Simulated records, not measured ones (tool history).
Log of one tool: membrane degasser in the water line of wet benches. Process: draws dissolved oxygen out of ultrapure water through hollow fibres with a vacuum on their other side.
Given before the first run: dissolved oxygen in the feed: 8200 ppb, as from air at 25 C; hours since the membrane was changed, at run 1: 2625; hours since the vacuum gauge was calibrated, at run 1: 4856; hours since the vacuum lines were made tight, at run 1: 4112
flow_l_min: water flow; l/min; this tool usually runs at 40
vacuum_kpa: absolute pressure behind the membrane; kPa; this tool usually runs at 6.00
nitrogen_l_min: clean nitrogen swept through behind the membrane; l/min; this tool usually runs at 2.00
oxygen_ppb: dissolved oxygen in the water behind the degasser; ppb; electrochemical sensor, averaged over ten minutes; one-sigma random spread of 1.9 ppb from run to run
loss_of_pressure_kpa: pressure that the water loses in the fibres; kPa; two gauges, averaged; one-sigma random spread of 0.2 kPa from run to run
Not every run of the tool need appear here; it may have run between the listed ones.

run      day  flow_l_min  vacuum_kpa  nitrogen_l_min  hours since the membrane was changed  hours since the vacuum gauge was calibrated  hours since the vacuum lines were made tight  oxygen_ppb  loss_of_pressure_kpa
  1    0.000          40        6.00            2.00                                  2625                                         4856                                          4112       203.5                 43.92
  2    5.104          40        6.00            2.00                                  2747                                         4979                                          4235       200.4                 43.54
  3    8.254          40        6.00            2.00                                  2823                                         5054                                          4310       199.0                 44.02
  4   13.317          40        6.00            2.00                                  2944                                         5176                                          4432       205.4                 44.21
      13.846  -- seals of the vacuum lines changed
  5   18.383          30        6.00            2.00                                  3064                                         5295                                           109       124.2                 33.17
  6   22.700          40        6.00            2.00                                  3167                                         5399                                           212       201.4                 43.97
  7   26.800          40        6.00            2.00                                  3266                                         5497                                           311       206.5                 43.88
  8   32.625          40        6.00            2.00                                  3406                                         5637                                           451       207.0                 44.14
  9   38.171          40        6.00            2.00                                  3539                                         5770                                           584       205.2                 44.56
 10   44.083          40        6.00            2.00                                  3681                                         5912                                           726       206.5                 44.14
 11   47.979          40        6.00            2.00                                  3774                                         6006                                           819       206.9                 44.44
 12   54.096          40       13.84            2.00                                  3921                                         6152                                           966       534.3                 44.25
 13   57.408          48        6.00            2.00                                  4000                                         6232                                          1046       289.0                 53.24
 14   60.975          40        6.00            2.00                                  4086                                         6318                                          1131       210.8                 44.76
 15   68.242          40        6.00            3.24                                  4261                                         6492                                          1306       164.9                 44.83
 16   73.250          40        6.00            3.24                                  4381                                         6612                                          1426       164.5                 44.77
 17   77.242          40        6.00            2.00                                  4477                                         6708                                          1522       213.5                 44.63
 18   82.354          40        6.00            2.00                                  4599                                         6831                                          1644       212.5                 44.65
 19   85.454          50        3.98            2.00                                  4674                                         6905                                          1719       214.0                 56.13
 20   92.304          50        3.98            2.00                                  4838                                         7069                                          1883       213.8                 56.28
 21   96.179          28       11.46            1.33                                  4931                                         7163                                          1976       403.4                 31.66
 22  102.146          28       11.46            1.33                                  5074                                         7306                                          2119       401.8                 31.16
 23  108.475          28       11.46            1.33                                  5226                                         7458                                          2271       406.0                 31.63
 24  113.079          28       11.46            1.33                                  5337                                         7568                                          2382       406.6                 32.09
 25  117.717          40        3.63            4.60                                  5448                                         7679                                          2493        97.8                 45.43
 26  122.312          25        6.00            2.00                                  5558                                         7790                                          2603       103.0                 28.40
 27  126.292          37        4.39            2.59                                  5654                                         7885                                          2699       111.5                 41.96
 28  129.521          32        7.80            2.00                                  5731                                         7963                                          2776       216.1                 36.32
 29  135.658          32        7.80            2.00                                  5878                                         8110                                          2923       213.2                 36.13
     137.425  -- vacuum gauge calibrated
 30  141.112          32        7.80            2.00                                  6009                                           88                                          3054       205.3                 36.15
 31  147.288          49        8.74            2.00                                  6157                                          237                                          3202       430.5                 56.14
 32  150.983          57        8.74            2.00                                  6246                                          325                                          3291       554.8                 65.09
 33  158.367          42        4.64            1.53                                  6423                                          503                                          3468       183.6                 48.29

Branching from run 33: 3 alternative next runs. What would each branch give?
  A  165.950          40       10.59            1.14                                  6605                                          685                                          3650           ?                     ?
  B  165.950          35        4.71            2.74                                  6605                                          685                                          3650           ?                     ?
  C  165.950          29        4.64            1.37                                  6605                                          685                                          3650           ?                     ?

run  oxygen_ppb  loss_of_pressure_kpa
  A       583.3                 45.59
  B        98.6                 40.23
  C        93.6                 33.21
Stripped of hidden state, with their random variation kept, the same runs would have yielded:
run  oxygen_ppb  loss_of_pressure_kpa
  A       558.8                 42.13
  B        80.4                 37.20
  C        83.9                 30.72

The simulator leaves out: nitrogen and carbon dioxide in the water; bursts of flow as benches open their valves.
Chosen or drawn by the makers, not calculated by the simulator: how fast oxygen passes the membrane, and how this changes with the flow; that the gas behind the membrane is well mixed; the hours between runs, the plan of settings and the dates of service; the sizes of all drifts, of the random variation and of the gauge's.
